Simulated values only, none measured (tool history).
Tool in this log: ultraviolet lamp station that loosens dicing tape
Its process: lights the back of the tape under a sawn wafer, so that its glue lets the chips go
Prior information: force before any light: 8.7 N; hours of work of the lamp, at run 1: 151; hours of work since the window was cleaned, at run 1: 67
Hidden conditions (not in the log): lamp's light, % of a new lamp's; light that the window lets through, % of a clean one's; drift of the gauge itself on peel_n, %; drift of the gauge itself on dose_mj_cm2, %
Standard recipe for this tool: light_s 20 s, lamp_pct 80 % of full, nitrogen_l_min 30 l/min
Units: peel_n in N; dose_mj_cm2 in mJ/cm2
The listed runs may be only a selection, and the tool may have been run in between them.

| run | day | light_s | lamp_pct | nitrogen_l_min | hours of work of the lamp | hours of work since the window was cleaned | peel_n | dose_mj_cm2 |
|---|---|---|---|---|---|---|---|---|
| 1 | 0.000 | 20 | 80 | 30 | 151 | 67 | 0.681 | 435 |
| 2 | 0.846 | 20 | 80 | 30 | 167 | 83 | 0.665 | 433 |
| 3 | 1.596 | 20 | 80 | 30 | 181 | 97 | 0.679 | 425 |
| 4 | 2.083 | 20 | 80 | 30 | 190 | 106 | 0.681 | 432 |
| 5 | 3.033 | 12 | 80 | 30 | 208 | 124 | 1.819 | 261 |
| 6 | 3.858 | 12 | 80 | 30 | 224 | 140 | 1.768 | 260 |
| 7 | 4.812 | 12 | 80 | 30 | 242 | 158 | 1.910 | 259 |
| 8 | 5.492 | 12 | 80 | 30 | 255 | 171 | 1.744 | 262 |
| 9 | 6.279 | 12 | 80 | 30 | 270 | 186 | 1.859 | 258 |
| 10 | 6.738 | 12 | 80 | 30 | 279 | 195 | 1.810 | 260 |
| 11 | 7.512 | 20 | 98 | 30 | 293 | 209 | 0.404 | 527 |
| 12 | 8.071 | 20 | 98 | 30 | 304 | 220 | 0.394 | 532 |
| 13 | 8.708 | 20 | 98 | 30 | 316 | 232 | 0.381 | 524 |
| 14 | 9.596 | 20 | 80 | 30 | 333 | 249 | 0.686 | 436 |
| 15 | 10.262 | 20 | 80 | 30 | 346 | 261 | 0.683 | 432 |
| 16 | 11.150 | 40 | 72 | 11 | 362 | 278 | 0.355 | 778 |
| 17 | 12.129 | 40 | 72 | 11 | 381 | 297 | 0.342 | 780 |

Estimate the outcome of run 18 from the log above:
| 18 | 12.792 | 31 | 62 | 13 | 394 | 310 | ? | ? |

peel_n: 0.826 N
dose_mj_cm2: 520 mJ/cm2
With no hidden state in the tool, this same run would have given peel_n 0.824 N, dose_mj_cm2 520 mJ/cm2.
